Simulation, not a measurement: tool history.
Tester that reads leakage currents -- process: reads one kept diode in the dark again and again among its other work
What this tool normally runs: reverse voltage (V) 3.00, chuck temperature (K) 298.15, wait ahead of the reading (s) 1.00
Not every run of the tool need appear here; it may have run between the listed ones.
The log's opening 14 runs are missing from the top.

run,day,reverse voltage (V),chuck temperature (K),wait ahead of the reading (s),current that the tester gives (pA)
15,23.433,3.00,298.15,1.00,24.95
16,25.321,3.00,298.15,1.00,24.77
17,26.775,3.00,298.15,1.00,25.10
18,28.421,15.03,298.15,1.00,43.79
19,30.188,15.03,298.15,1.00,43.63
20,31.696,15.03,296.15,1.00,37.10
21,33.554,13.42,295.15,0.97,32.46
22,35.596,9.54,330.15,2.14,468.97
23,36.617,9.54,330.15,2.14,469.21
24,38.517,9.54,330.15,2.14,466.89
25,39.571,9.54,330.15,2.14,469.28
26,40.804,9.54,330.15,2.14,467.63
27,42.188,9.54,330.15,2.14,465.46
28,43.325,3.00,298.15,7.04,24.50
29,45.088,3.00,298.15,7.04,24.46
# day 45.442: chuck's temperature calibrated
30,46.904,3.00,298.15,7.04,24.37
31,47.896,3.00,301.15,2.04,31.96
32,48.796,8.60,311.15,4.45,104.50
33,50.429,8.60,311.15,4.45,104.52
34,52.267,8.60,311.15,4.45,104.18
35,54.054,15.41,329.15,1.00,511.38

Run 36, settings as shown, results not yet in. Your forecast:
36,56.017,2.94,329.15,1.00,?

current that the tester gives (pA): 300.76
Had the tool carried no hidden state, the very same run would have given current that the tester gives (pA) 300.76.
